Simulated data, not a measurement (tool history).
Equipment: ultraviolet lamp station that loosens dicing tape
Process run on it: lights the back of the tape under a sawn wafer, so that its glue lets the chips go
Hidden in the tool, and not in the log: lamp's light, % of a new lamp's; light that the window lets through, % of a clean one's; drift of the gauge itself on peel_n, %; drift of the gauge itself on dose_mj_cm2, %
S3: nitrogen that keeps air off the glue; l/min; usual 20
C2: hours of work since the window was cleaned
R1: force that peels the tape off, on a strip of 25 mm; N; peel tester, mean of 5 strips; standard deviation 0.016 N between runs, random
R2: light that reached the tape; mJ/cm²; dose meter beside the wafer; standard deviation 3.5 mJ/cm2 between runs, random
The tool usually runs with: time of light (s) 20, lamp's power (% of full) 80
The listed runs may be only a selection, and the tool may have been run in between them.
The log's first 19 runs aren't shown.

Run 20, day 10.475: usual settings; hours of work of the lamp 584; C2 108. Result: R1 1.591 N, R2 391 mJ/cm².
Run 21, day 10.854: usual settings; hours of work of the lamp 590; C2 114. Result: R1 1.573 N, R2 392 mJ/cm².
Run 22, day 11.438: usual settings; hours of work of the lamp 600; C2 124. Result: R1 1.652 N, R2 386 mJ/cm².
Run 23, day 12.096: usual settings but time of light (s) 10, lamp's power (% of full) 97, S3 29 l/min; hours of work of the lamp 611; C2 134. Result: R1 2.757 N, R2 226 mJ/cm².
Run 24, day 12.567: usual settings but time of light (s) 10, lamp's power (% of full) 97, S3 29 l/min; hours of work of the lamp 619; C2 142. Result: R1 2.808 N, R2 229 mJ/cm².
Run 25, day 13.162: usual settings but time of light (s) 10, lamp's power (% of full) 97, S3 29 l/min; hours of work of the lamp 628; C2 152. Result: R1 2.719 N, R2 230 mJ/cm².
Run 26, day 13.579: usual settings but time of light (s) 10, lamp's power (% of full) 75, S3 29 l/min; hours of work of the lamp 635; C2 159. Result: R1 3.617 N, R2 175 mJ/cm².
At day 13.788: lamp changed.
Run 27, day 14.121: usual settings but time of light (s) 10, lamp's power (% of full) 75, S3 29 l/min; hours of work of the lamp 6; C2 167. Result: R1 2.388 N, R2 254 mJ/cm².
Run 28, day 14.525: usual settings but time of light (s) 35, lamp's power (% of full) 75, S3 29 l/min; hours of work of the lamp 12; C2 174. Result: R1 0.166 N, R2 897 mJ/cm².
Run 29, day 15.108: usual settings but lamp's power (% of full) 76, S3 6 l/min; hours of work of the lamp 22; C2 183. Result: R1 2.214 N, R2 513 mJ/cm².
Run 30, day 15.525: usual settings but time of light (s) 14, lamp's power (% of full) 69, S3 18 l/min; hours of work of the lamp 29; C2 190. Result: R1 2.189 N, R2 330 mJ/cm².
Run 31, day 16.029: usual settings but time of light (s) 18, S3 17 l/min; hours of work of the lamp 37; C2 198. Result: R1 1.221 N, R2 481 mJ/cm².
Run 32, day 16.4: usual settings but time of light (s) 18, lamp's power (% of full) 96, S3 17 l/min; hours of work of the lamp 43; C2 204. Result: R1 0.858 N, R2 576 mJ/cm².
Run 33, day 16.717: usual settings but time of light (s) 18, lamp's power (% of full) 85, S3 17 l/min; hours of work of the lamp 48; C2 210. Result: R1 1.053 N, R2 505 mJ/cm².
Run 34, day 17.396: usual settings but time of light (s) 18, lamp's power (% of full) 71, S3 16 l/min; hours of work of the lamp 59; C2 221. Result: R1 1.616 N, R2 420 mJ/cm².
Run 35, day 17.942: usual settings but time of light (s) 23, lamp's power (% of full) 88, S3 36 l/min; hours of work of the lamp 68; C2 230. Result: R1 0.291 N, R2 667 mJ/cm².
Run 36, day 18.729: usual settings but time of light (s) 23, lamp's power (% of full) 98, S3 21 l/min; hours of work of the lamp 81; C2 243. Result: R1 0.371 N, R2 738 mJ/cm².
Run 37, day 19.083: usual settings but lamp's power (% of full) 73, S3 7 l/min; hours of work of the lamp 87; C2 249. Result: R1 2.294 N, R2 473 mJ/cm².
Run 38, day 19.404: usual settings but lamp's power (% of full) 73, S3 7 l/min; hours of work of the lamp 92; C2 254. Result: R1 2.364 N, R2 468 mJ/cm².
Run 39, day 19.721: usual settings but lamp's power (% of full) 73, S3 7 l/min; hours of work of the lamp 98; C2 259. Result: R1 2.267 N, R2 469 mJ/cm².
Run 40, day 20.062: usual settings but lamp's power (% of full) 73, S3 7 l/min; hours of work of the lamp 103; C2 265. Result: R1 2.335 N, R2 468 mJ/cm².
Run 41, day 20.662: usual settings but time of light (s) 30, lamp's power (% of full) 73, S3 24 l/min; hours of work of the lamp 113; C2 275. Result: R1 0.35 N, R2 687 mJ/cm².
Run 42, day 21.096: usual settings but time of light (s) 30, lamp's power (% of full) 73, S3 24 l/min; hours of work of the lamp 120; C2 282. Result: R1 0.366 N, R2 690 mJ/cm².
Run 43, day 21.783: usual settings but time of light (s) 19, lamp's power (% of full) 73, S3 7 l/min; hours of work of the lamp 131; C2 293. Result: R1 2.624 N, R2 436 mJ/cm².

Branching from run 43: 4 alternative next runs. What would each branch give?
Run A, day 22.458: usual settings but time of light (s) 14, lamp's power (% of full) 94, S3 7 l/min; hours of work of the lamp 143; C2 304. Result: R1 ?, R2 ?.
Run B, day 22.458: usual settings but time of light (s) 19, lamp's power (% of full) 73, S3 15 l/min; hours of work of the lamp 143; C2 304. Result: R1 ?, R2 ?.
Run C, day 22.458: usual settings but time of light (s) 12, lamp's power (% of full) 99, S3 8 l/min; hours of work of the lamp 143; C2 304. Result: R1 ?, R2 ?.
Run D, day 22.458: usual settings but time of light (s) 13, lamp's power (% of full) 62, S3 7 l/min; hours of work of the lamp 143; C2 304. Result: R1 ?, R2 ?.

run     R1   R2
  A  2.813  414
  B  1.641  435
  C  3.014  369
  D  4.359  252
What these runs would have given with no unlogged condition in the tool:
run     R1   R2
  A  2.397  470
  B   1.31  493
  C  2.586  419
  D  3.945  285

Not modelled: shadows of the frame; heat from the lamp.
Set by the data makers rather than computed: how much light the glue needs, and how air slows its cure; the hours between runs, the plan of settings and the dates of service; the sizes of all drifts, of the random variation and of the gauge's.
